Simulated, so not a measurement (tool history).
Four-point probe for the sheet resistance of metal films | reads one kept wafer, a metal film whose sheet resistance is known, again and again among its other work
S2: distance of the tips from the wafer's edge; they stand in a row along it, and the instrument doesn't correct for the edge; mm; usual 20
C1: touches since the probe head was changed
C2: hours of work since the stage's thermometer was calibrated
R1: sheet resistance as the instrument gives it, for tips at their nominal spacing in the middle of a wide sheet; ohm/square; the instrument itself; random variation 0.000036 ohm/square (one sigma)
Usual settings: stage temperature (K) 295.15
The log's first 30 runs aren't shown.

Run 31, day 50.567: usual settings but stage temperature (K) 298.15, S2 5 mm; C1 67330; C2 485. Result: R1 0.182696 ohm/square.
Run 32, day 51.608: usual settings but stage temperature (K) 304.15, S2 6 mm; C1 67891; C2 500. Result: R1 0.181086 ohm/square.
Run 33, day 54.033: usual settings but S2 23 mm; C1 69198; C2 535. Result: R1 0.179292 ohm/square.
Run 34, day 56.129: usual settings but stage temperature (K) 294.15, S2 11 mm; C1 70327; C2 565. Result: R1 0.179915 ohm/square.
Run 35, day 58.242: usual settings but stage temperature (K) 294.15, S2 11 mm; C1 71467; C2 595. Result: R1 0.179939 ohm/square.
Run 36, day 59.712: usual settings but stage temperature (K) 294.15, S2 11 mm; C1 72260; C2 616. Result: R1 0.179851 ohm/square.
Run 37, day 61.992: usual settings but stage temperature (K) 294.15, S2 11 mm; C1 73487; C2 649. Result: R1 0.179827 ohm/square.
Run 38, day 63.596: usual settings but S2 7 mm; C1 74353; C2 672. Result: R1 0.180992 ohm/square.
Run 39, day 65.025: usual settings but S2 7 mm; C1 75122; C2 692. Result: R1 0.180868 ohm/square.
Run 40, day 66.967: usual settings but stage temperature (K) 293.15, S2 12 mm; C1 76169; C2 720. Result: R1 0.179714 ohm/square.

Forecast each of these 5 alternatives for the next run:
Run A, day 69.467: usual settings but stage temperature (K) 300.15, S2 27 mm; C1 77517; C2 756. Result: R1 ?.
Run B, day 69.467: usual settings but S2 54 mm; C1 77517; C2 756. Result: R1 ?.
Run C, day 69.467: usual settings but stage temperature (K) 291.15, S2 3 mm; C1 77517; C2 756. Result: R1 ?.
Run D, day 69.467: usual settings but S2 43 mm; C1 77517; C2 756. Result: R1 ?.
Run E, day 69.467: usual settings but stage temperature (K) 302.15, S2 37 mm; C1 77517; C2 756. Result: R1 ?.

run        R1
  A  0.178733
  B  0.179048
  C  0.189311
  D  0.178998
  E  0.178502
Without the tool's hidden state the same runs would have given:
run        R1
  A  0.181498
  B  0.181819
  C  0.192228
  D  0.181768
  E  0.181263

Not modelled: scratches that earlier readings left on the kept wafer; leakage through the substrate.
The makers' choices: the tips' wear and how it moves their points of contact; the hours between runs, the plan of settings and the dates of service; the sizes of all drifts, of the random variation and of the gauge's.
